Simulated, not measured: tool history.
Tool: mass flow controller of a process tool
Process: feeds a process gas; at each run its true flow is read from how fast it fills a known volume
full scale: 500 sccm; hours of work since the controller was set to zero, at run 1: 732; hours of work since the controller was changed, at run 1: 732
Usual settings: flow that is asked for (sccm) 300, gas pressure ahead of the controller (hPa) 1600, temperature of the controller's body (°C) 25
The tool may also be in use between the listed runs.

run,hour,flow that is asked for (sccm),gas pressure ahead of the controller (hPa),temperature of the controller's body (°C),hours of work since the controller was set to zero,hours of work since the controller was changed,true flow (%)
1,0.0,300,1600,25,732,732,98.06
2,119.8,84,1600,25,805,805,95.60
3,209.8,300,1600,25,860,860,98.07
4,326.8,300,1600,25,931,931,98.07
5,454.2,107,1600,25,1008,1008,95.86
6,540.2,300,1600,30,1061,1061,97.66
7,634.8,300,1600,30,1118,1118,97.61
8,723.5,300,1600,26,1172,1172,97.94
9,829.6,300,1600,26,1237,1237,97.96
10,900.6,300,1740,25,1280,1280,98.14
11,1003.3,300,1740,25,1342,1342,98.11
12,1086.8,300,1740,25,1393,1393,98.06
13,1164.4,300,1740,25,1440,1440,98.06
14,1268.8,300,1740,25,1504,1504,98.09
15,1334.3,300,1600,25,1543,1543,98.02
16,1446.0,300,1600,25,1611,1611,98.00
17,1550.5,300,1600,25,1675,1675,97.94
18,1686.1,455,1600,25,1757,1757,99.28
19,1795.2,455,1600,25,1824,1824,99.34
20,1866.5,455,1600,25,1867,1867,99.32
21,1951.0,455,1600,25,1918,1918,99.27
22,2078.1,455,1600,25,1995,1995,99.26
23,2212.1,305,1840,28,2077,2077,97.85
24,2306.1,57,1940,38,2134,2134,91.69
25,2407.7,57,1940,38,2196,2196,91.60
26,2464.9,92,2420,39,2231,2231,93.75
27,2533.0,63,1600,24,2272,2272,92.81
28,2655.5,63,1600,24,2346,2346,92.70
29,2790.7,63,1600,24,2429,2429,92.58
30,2922.5,63,1600,24,2509,2509,92.50
31,2998.5,56,1600,38,2555,2555,90.59
32,3066.3,116,1600,23,2596,2596,95.08
33,3187.3,54,1940,23,2670,2670,91.52
34,3312.7,156,1420,37,2746,2746,94.80
35,3448.7,156,1420,37,2828,2828,94.73
36,3529.4,329,1770,26,2878,2878,98.16
37,3597.3,329,2560,26,2919,2919,98.58
38,3682.5,384,2560,20,2971,2971,99.69

Forecast each of these 5 alternatives for the next run:
A,3783.5,300,1580,25,3032,3032,?
B,3783.5,300,1700,25,3032,3032,?
C,3783.5,384,1860,33,3032,3032,?
D,3783.5,117,2790,25,3032,3032,?
E,3783.5,161,1530,20,3032,3032,?

run,true flow (%)
A,97.78
B,97.84
C,98.29
D,95.37
E,96.16
Without the tool's hidden state the same runs would have given:
run,true flow (%)
A,98.32
B,98.38
C,98.56
D,97.81
E,97.75
